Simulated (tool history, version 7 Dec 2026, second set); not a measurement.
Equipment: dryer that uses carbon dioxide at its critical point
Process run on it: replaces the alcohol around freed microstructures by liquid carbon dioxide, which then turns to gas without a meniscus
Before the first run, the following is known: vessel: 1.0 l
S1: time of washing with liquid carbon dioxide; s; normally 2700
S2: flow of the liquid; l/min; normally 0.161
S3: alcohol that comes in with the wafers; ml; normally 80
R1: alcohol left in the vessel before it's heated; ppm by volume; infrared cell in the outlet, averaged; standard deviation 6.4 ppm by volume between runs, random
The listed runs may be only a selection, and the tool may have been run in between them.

run    hour    S1     S2   S3    R1
  1     0.0  2700  0.161   80   498
  2    68.8  2700  0.161   80   563
  3   125.6  2700  0.161   80   637
  4   159.4  2700  0.161   80   646
  5   198.2  2700  0.161   80   699
  6   256.8  2700  0.161   68   667
  7   311.1  2700  0.161   68   716
      317.5  -- inlet filter changed
  8   354.3  2700  0.161   68   375
  9   382.0  2700  0.251   80   143
 10   450.0  2700  0.251   80   167
 11   494.7  2700  0.251   80   167
 12   561.5  2700  0.161   80   569
 13   625.9  2700  0.161   80   605
 14   691.0  2700  0.127   80  1721
 15   740.6  2700  0.099   80  4129
 16   774.2  2700  0.099   80  4207
 17   813.2  2700  0.099   80  4274
 18   841.7  2700  0.099   80  4657
 19   874.6  2700  0.161  101  1086
      913.9  -- inlet filter changed
 20   923.4  2700  0.161   80   440
 21   967.0  2700  0.161   80   460
      990.0  -- purifier's bed changed
 22  1004.6  2700  0.161   80   305
 23  1069.2  3120  0.161   80   147
 24  1117.0  3120  0.161   25    66
 25  1177.5  2520  0.236  102    89
 26  1205.5  2520  0.229   98   118
 27  1239.6  2520  0.229   98   125
 28  1300.3  2520  0.229   98   143
 29  1329.3  2940  0.199   86   123
 30  1364.8  2100  0.213   56   368
 31  1426.6  2700  0.161   44   380
 32  1454.5  3120  0.161   80   349
 33  1486.6  3120  0.142   60   506
     1514.3  -- inlet filter changed
 34  1537.9  3120  0.142   60   222
 35  1572.6  3120  0.142   35   161
 36  1634.2  1980  0.161   80  1475
 37  1674.1  3840  0.106   57   434
 38  1711.6  3300  0.106   61   928
 39  1755.8  3300  0.106   61   953
 40  1823.7  3300  0.106   61  1027
 41  1877.2  2580  0.177   31   224
 42  1934.2  4320  0.108   50   326
 43  1985.6  3780  0.166   80   146
 44  2021.1  3780  0.127   46   301
 45  2067.3  3540  0.190   94   143
     2113.5  -- inlet filter changed
 46  2125.7  3540  0.190   94   106
 47  2158.4  1740  0.148   23   903

Some steps in R1, run to run, broken into two amounts with sign: the step expected even without the hidden condition (settings, incoming material, random variation), and the rest, left for the hidden condition together with whatever gauge scatter is not in both the measured and the hidden-condition-free result:
The tool's hidden condition here consists of: flow that reaches the vessel past the clogged filter, %; alcohol in the recycled carbon dioxide, ppm; drift of the gauge itself on alcohol_ppm, %.
Run 14 -> 15: S2 0.127 -> 0.099. R1 +2408 ppm by volume: hidden state +829, all else +1579.
Run 18 -> 19: S2 0.099 -> 0.161, S3 80 -> 101. R1 -3571 ppm by volume: hidden state -1387, all else -2184.
Run 19 -> 20: S3 101 -> 80, inlet filter changed. R1 -646 ppm by volume: hidden state -571, all else -75.
Run 35 -> 36: S1 3120 -> 1980, S2 0.142 -> 0.161, S3 35 -> 80. R1 +1314 ppm by volume: hidden state +197, all else +1117.
